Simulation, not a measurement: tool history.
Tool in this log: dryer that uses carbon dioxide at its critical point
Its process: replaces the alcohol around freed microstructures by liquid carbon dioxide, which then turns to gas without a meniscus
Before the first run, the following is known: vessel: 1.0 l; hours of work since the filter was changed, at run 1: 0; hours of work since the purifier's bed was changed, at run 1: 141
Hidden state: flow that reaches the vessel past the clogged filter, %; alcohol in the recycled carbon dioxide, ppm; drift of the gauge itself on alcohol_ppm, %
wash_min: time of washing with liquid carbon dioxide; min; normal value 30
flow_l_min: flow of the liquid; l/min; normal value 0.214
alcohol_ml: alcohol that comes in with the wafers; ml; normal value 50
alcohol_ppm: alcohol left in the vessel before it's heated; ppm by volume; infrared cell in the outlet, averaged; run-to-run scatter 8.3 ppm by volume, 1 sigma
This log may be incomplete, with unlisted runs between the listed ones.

run,hour,wash_min,flow_l_min,alcohol_ml,hours of work since the filter was changed,hours of work since the purifier's bed was changed,alcohol_ppm
1,0.0,30,0.214,50,0,141,475
2,6.4,30,0.214,50,3,144,479
3,14.6,30,0.214,50,8,149,492
4,22.3,30,0.214,50,12,153,478
5,34.8,30,0.214,50,19,160,497
6,42.8,30,0.214,50,23,164,498
7,52.2,30,0.214,50,28,169,500
8,63.8,30,0.214,50,34,175,514
9,74.9,39,0.164,50,40,181,579
10,82.4,39,0.164,50,44,185,597
11,93.7,39,0.164,50,50,191,567
12,104.5,39,0.164,50,56,197,598
13,111.4,33,0.214,57,60,201,408
14,122.0,33,0.214,57,66,206,411
15,134.2,37,0.214,50,72,213,224
16,144.8,22,0.294,50,78,219,503

Below are 4 alternative next runs, each starting from the tool's condition after run 16. Predict each:
A,152.1,27,0.214,25,82,223,?
B,152.1,30,0.244,89,82,223,?
C,152.1,30,0.347,74,82,223,?
D,152.1,44,0.261,26,82,223,?

run,alcohol_ppm
A,475
B,540
C,72
D,48
What these runs would have given with no unlogged condition in the tool:
run,alcohol_ppm
A,363
B,395
C,27
D,12
